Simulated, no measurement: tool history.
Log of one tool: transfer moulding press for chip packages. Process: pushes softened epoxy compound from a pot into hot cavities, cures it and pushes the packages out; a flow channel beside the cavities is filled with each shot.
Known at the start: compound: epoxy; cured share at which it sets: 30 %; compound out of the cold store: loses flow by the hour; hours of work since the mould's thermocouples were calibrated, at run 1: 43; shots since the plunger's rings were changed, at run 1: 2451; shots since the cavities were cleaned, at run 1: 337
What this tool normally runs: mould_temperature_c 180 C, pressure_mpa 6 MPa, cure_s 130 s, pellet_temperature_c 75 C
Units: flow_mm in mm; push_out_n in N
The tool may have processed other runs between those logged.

| run | hour | mould_temperature_c | pressure_mpa | cure_s | pellet_temperature_c | hours of work since the mould's thermocouples were calibrated | shots since the plunger's rings were changed | shots since the cavities were cleaned | incoming compound's hours out of the cold store | flow_mm | push_out_n |
|---|---|---|---|---|---|---|---|---|---|---|---|
| 1 | 0 | 180 | 6 | 130 | 75 | 43 | 2451 | 337 | 9 | 951 | 492 |
| 2 | 8.3 | 180 | 6 | 130 | 75 | 47 | 2517 | 403 | 17.6 | 901 | 500 |
| 3 | 15.7 | 180 | 6 | 130 | 75 | 51 | 2576 | 462 | 40.9 | 755 | 477 |
|  | 18.2 | cavities cleaned with cleaning compound and waxed |
| 4 | 25.6 | 180 | 7.02 | 130 | 75 | 55 | 2644 | 59 | 15.8 | 967 | 466 |
| 5 | 32 | 180 | 7.02 | 130 | 75 | 59 | 2695 | 110 | 31.6 | 870 | 454 |
| 6 | 39.9 | 180 | 7.02 | 130 | 75 | 63 | 2759 | 174 | 46 | 791 | 460 |
| 7 | 44.1 | 180 | 6.11 | 130 | 75 | 65 | 2792 | 207 | 38.2 | 783 | 464 |
| 8 | 52 | 180 | 6.11 | 130 | 75 | 69 | 2856 | 271 | 39.4 | 768 | 473 |
| 9 | 59.4 | 180 | 6.11 | 130 | 75 | 73 | 2915 | 330 | 44.7 | 735 | 460 |
| 10 | 66.3 | 180 | 6.11 | 130 | 75 | 77 | 2971 | 386 | 36.3 | 793 | 463 |
| 11 | 73.6 | 180 | 6.11 | 130 | 75 | 81 | 3029 | 444 | 33.1 | 804 | 472 |
|  | 78.2 | cavities cleaned with cleaning compound and waxed |
| 12 | 78.9 | 180 | 6.69 | 130 | 75 | 83 | 3060 | 5 | 30.9 | 856 | 478 |
| 13 | 85.3 | 180 | 6 | 130 | 75 | 86 | 3111 | 56 | 34.2 | 798 | 463 |
| 14 | 89.8 | 180 | 6 | 130 | 75 | 89 | 3147 | 92 | 34.6 | 789 | 478 |
| 15 | 97.9 | 180 | 6 | 130 | 75 | 93 | 3212 | 157 | 37.1 | 769 | 472 |
| 16 | 104.9 | 186 | 6 | 144 | 66 | 97 | 3268 | 213 | 12.8 | 903 | 382 |
| 17 | 112.8 | 178 | 5.29 | 111 | 66 | 101 | 3332 | 277 | 16.6 | 848 | 735 |
| 18 | 119.4 | 182 | 6 | 112 | 67 | 104 | 3385 | 330 | 37.7 | 763 | 537 |
| 19 | 123.8 | 182 | 6 | 112 | 67 | 107 | 3420 | 365 | 47.7 | 705 | 526 |
| 20 | 128.3 | 182 | 6 | 112 | 67 | 109 | 3456 | 401 | 15.8 | 897 | 557 |
| 21 | 135.8 | 182 | 5.09 | 129 | 67 | 113 | 3516 | 461 | 8.8 | 870 | 463 |
|  | 138.6 | cavities cleaned with cleaning compound and waxed |
| 22 | 144.9 | 178 | 7.19 | 142 | 81 | 117 | 3577 | 50 | 47.1 | 788 | 442 |
| 23 | 154.1 | 173 | 7.19 | 142 | 80 | 122 | 3651 | 124 | 40.9 | 840 | 573 |
| 24 | 161.7 | 172 | 6.4 | 127 | 80 | 126 | 3712 | 185 | 42.3 | 793 | 734 |
| 25 | 170.9 | 172 | 6.4 | 139 | 80 | 131 | 3786 | 259 | 37.4 | 818 | 637 |
| 26 | 178.1 | 174 | 6 | 124 | 75 | 135 | 3844 | 317 | 29.5 | 831 | 715 |
| 27 | 186.7 | 179 | 5.51 | 117 | 75 | 139 | 3913 | 386 | 41.4 | 719 | 538 |
| 28 | 194.6 | 176 | 5.2 | 146 | 75 | 143 | 3976 | 449 | 15.6 | 845 | 484 |
|  | 198.8 | cavities cleaned with cleaning compound and waxed |
| 29 | 203.7 | 175 | 7 | 159 | 66 | 147 | 4037 | 40 | 47.4 | 792 | 446 |

Below are 3 alternative next runs, each starting from the tool's condition after run 29. Predict each:
| A | 211.6 | 178 | 6 | 130 | 75 | 152 | 4100 | 103 | 24.9 | ? | ? |
| B | 211.6 | 181 | 6 | 130 | 75 | 152 | 4100 | 103 | 37.7 | ? | ? |
| C | 211.6 | 180 | 6 | 130 | 68 | 152 | 4100 | 103 | 44.6 | ? | ? |

| run | flow_mm | push_out_n |
|---|---|---|
| A | 836 | 506 |
| B | 765 | 451 |
| C | 724 | 454 |
Stripped of hidden state, with their random variation kept, the same runs would have yielded:
| run | flow_mm | push_out_n |
|---|---|---|
| A | 838 | 505 |
| B | 767 | 449 |
| C | 726 | 452 |
